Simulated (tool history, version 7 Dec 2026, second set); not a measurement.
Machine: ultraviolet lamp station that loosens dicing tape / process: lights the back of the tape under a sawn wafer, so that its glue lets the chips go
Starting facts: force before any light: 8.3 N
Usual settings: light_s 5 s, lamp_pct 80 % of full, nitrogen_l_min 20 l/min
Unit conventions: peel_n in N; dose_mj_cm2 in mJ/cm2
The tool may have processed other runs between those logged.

Run 1, day 0: usual settings. Result: peel_n 0.904 N, dose_mj_cm2 174 mJ/cm2.
Run 2, day 0.612: usual settings but nitrogen_l_min 7 l/min. Result: peel_n 1.897 N, dose_mj_cm2 172 mJ/cm2.
Run 3, day 0.996: usual settings. Result: peel_n 0.932 N, dose_mj_cm2 168 mJ/cm2.
Run 4, day 1.425: usual settings. Result: peel_n 0.923 N, dose_mj_cm2 165 mJ/cm2.
Run 5, day 2.196: usual settings. Result: peel_n 0.996 N, dose_mj_cm2 171 mJ/cm2.
Run 6, day 2.983: usual settings. Result: peel_n 1.002 N, dose_mj_cm2 165 mJ/cm2.
Run 7, day 3.362: usual settings. Result: peel_n 1.004 N, dose_mj_cm2 163 mJ/cm2.
Run 8, day 3.988: usual settings. Result: peel_n 1.031 N, dose_mj_cm2 160 mJ/cm2.
Run 9, day 4.746: usual settings but lamp_pct 90 % of full. Result: peel_n 0.868 N, dose_mj_cm2 181 mJ/cm2.
Run 10, day 5.25: usual settings but nitrogen_l_min 12 l/min. Result: peel_n 1.506 N, dose_mj_cm2 155 mJ/cm2.
At day 5.75: lamp changed.
Run 11, day 5.942: usual settings. Result: peel_n 0.455 N, dose_mj_cm2 252 mJ/cm2.
Run 12, day 6.471: usual settings. Result: peel_n 0.467 N, dose_mj_cm2 259 mJ/cm2.
Run 13, day 7.254: usual settings but nitrogen_l_min 35 l/min. Result: peel_n 0.335 N, dose_mj_cm2 256 mJ/cm2.
Run 14, day 7.692: usual settings but nitrogen_l_min 35 l/min. Result: peel_n 0.357 N, dose_mj_cm2 244 mJ/cm2.
Run 15, day 8.262: usual settings but nitrogen_l_min 35 l/min. Result: peel_n 0.361 N, dose_mj_cm2 251 mJ/cm2.
Run 16, day 8.746: usual settings but nitrogen_l_min 35 l/min. Result: peel_n 0.345 N, dose_mj_cm2 247 mJ/cm2.
Run 17, day 9.204: usual settings but light_s 6 s. Result: peel_n 0.379 N, dose_mj_cm2 294 mJ/cm2.
Run 18, day 9.671: usual settings but nitrogen_l_min 24 l/min. Result: peel_n 0.429 N, dose_mj_cm2 244 mJ/cm2.
Run 19, day 10.2: usual settings but nitrogen_l_min 24 l/min. Result: peel_n 0.425 N, dose_mj_cm2 241 mJ/cm2.
Run 20, day 10.646: usual settings but nitrogen_l_min 10 l/min. Result: peel_n 0.867 N, dose_mj_cm2 235 mJ/cm2.
Run 21, day 11.275: usual settings but nitrogen_l_min 10 l/min. Result: peel_n 0.868 N, dose_mj_cm2 234 mJ/cm2.
At day 11.35: window cleaned of glue's vapour.
Run 22, day 11.875: usual settings but nitrogen_l_min 10 l/min. Result: peel_n 0.938 N, dose_mj_cm2 236 mJ/cm2.
Run 23, day 12.212: usual settings but nitrogen_l_min 10 l/min. Result: peel_n 0.883 N, dose_mj_cm2 233 mJ/cm2.
Run 24, day 12.583: usual settings but nitrogen_l_min 12 l/min. Result: peel_n 0.763 N, dose_mj_cm2 234 mJ/cm2.
Run 25, day 13.3: usual settings but light_s 2 s. Result: peel_n 2.425 N, dose_mj_cm2 91 mJ/cm2.
At day 13.567: window cleaned of glue's vapour, once more.
Run 26, day 13.717: usual settings but light_s 3 s, lamp_pct 66 % of full, nitrogen_l_min 8 l/min. Result: peel_n 2.697 N, dose_mj_cm2 115 mJ/cm2.
Run 27, day 14.508: usual settings but light_s 9 s, nitrogen_l_min 16 l/min. Result: peel_n 0.269 N, dose_mj_cm2 420 mJ/cm2.
Run 28, day 14.883: usual settings but light_s 9 s, nitrogen_l_min 16 l/min. Result: peel_n 0.274 N, dose_mj_cm2 422 mJ/cm2.
Run 29, day 15.442: usual settings but light_s 9 s, lamp_pct 85 % of full, nitrogen_l_min 14 l/min. Result: peel_n 0.27 N, dose_mj_cm2 444 mJ/cm2.
Run 30, day 16.154: usual settings but light_s 6 s, lamp_pct 64 % of full, nitrogen_l_min 16 l/min. Result: peel_n 0.683 N, dose_mj_cm2 223 mJ/cm2.
Run 31, day 16.775: usual settings but light_s 6 s, lamp_pct 64 % of full, nitrogen_l_min 16 l/min. Result: peel_n 0.719 N, dose_mj_cm2 219 mJ/cm2.
Run 32, day 17.442: usual settings but light_s 6 s, lamp_pct 91 % of full, nitrogen_l_min 22 l/min. Result: peel_n 0.335 N, dose_mj_cm2 309 mJ/cm2.
Run 33, day 18.062: usual settings but light_s 8 s, lamp_pct 82 % of full, nitrogen_l_min 22 l/min. Result: peel_n 0.271 N, dose_mj_cm2 361 mJ/cm2.

Run 34 comes next. What will it give?
Run 34, day 18.538: usual settings but lamp_pct 74 % of full. Result: peel_n ?, dose_mj_cm2 ?.

{"run 34": {"peel_n": 0.677, "dose_mj_cm2": 203}}
On a tool with no hidden condition, and with the same random variation, this run would have come out at peel_n 0.477 N, dose_mj_cm2 246 mJ/cm2.
